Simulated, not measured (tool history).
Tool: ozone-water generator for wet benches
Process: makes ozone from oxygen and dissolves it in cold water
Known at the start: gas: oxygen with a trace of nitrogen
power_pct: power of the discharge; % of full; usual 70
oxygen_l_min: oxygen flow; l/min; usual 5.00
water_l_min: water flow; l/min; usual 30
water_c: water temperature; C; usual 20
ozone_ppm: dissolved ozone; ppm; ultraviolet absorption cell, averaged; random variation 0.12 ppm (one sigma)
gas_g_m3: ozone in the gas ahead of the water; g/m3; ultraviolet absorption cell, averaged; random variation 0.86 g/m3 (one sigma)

run,hour,power_pct,oxygen_l_min,water_l_min,water_c,ozone_ppm,gas_g_m3
1,0.0,70,5.00,30,20,10.4,130.5
2,159.5,70,5.00,30,18,10.9,130.3
3,288.1,70,5.00,30,18,10.8,129.1
4,475.7,70,5.00,30,18,10.5,129.2
5,573.4,70,8.60,30,20,10.6,93.8
6,705.7,70,5.00,30,21,10.1,128.5
7,897.6,70,5.00,30,21,10.3,127.5
8,1055.1,70,5.00,22,20,12.8,126.7
9,1231.9,73,5.00,30,20,10.5,130.3
10,1397.9,73,5.00,30,20,10.4,131.0
# hour 1466.7: contactor cleaned
11,1571.7,73,5.00,30,20,10.6,129.6
12,1745.2,73,5.00,30,20,10.8,128.8
13,1951.8,73,5.00,30,20,10.6,129.1
# hour 1980.2: water thermometer calibrated
14,2142.5,73,5.00,30,20,10.7,128.9
15,2335.9,73,5.00,30,20,10.6,127.5
16,2525.5,70,5.00,30,20,10.4,124.8
17,2639.9,74,2.92,19,16,15.1,170.1
18,2777.6,74,2.92,19,16,15.2,171.1
19,2957.1,74,2.92,19,16,14.9,171.2
20,3104.7,93,5.30,19,16,17.6,139.4
21,3259.2,93,5.30,19,16,17.2,136.7
22,3425.1,93,5.30,19,16,17.5,139.1
23,3627.9,93,8.62,19,18,16.0,104.3
24,3728.9,77,2.80,24,21,11.6,175.5
25,3835.7,53,2.88,24,21,9.5,137.1
26,3935.6,53,2.88,24,21,9.3,137.4
27,4036.3,54,2.69,27,15,8.8,146.2
28,4130.2,90,3.07,21,20,14.3,181.1
29,4276.7,90,3.07,21,20,14.2,179.1
30,4469.0,70,3.00,21,16,12.7,156.4
31,4632.3,70,3.00,21,16,12.5,156.4
32,4785.9,90,3.06,35,27,8.3,177.1

Forecast each of these 4 alternatives for the next run:
A,4981.5,70,5.00,30,28,?,?
B,4981.5,85,5.00,30,20,?,?
C,4981.5,70,3.14,30,19,?,?
D,4981.5,80,5.00,22,15,?,?

run,ozone_ppm,gas_g_m3
A,8.5,116.2
B,10.6,128.9
C,9.1,150.7
D,13.8,125.0
Without the tool's hidden state the same runs would have given:
run,ozone_ppm,gas_g_m3
A,10.6,140.1
B,13.4,159.0
C,11.3,181.6
D,17.3,153.1
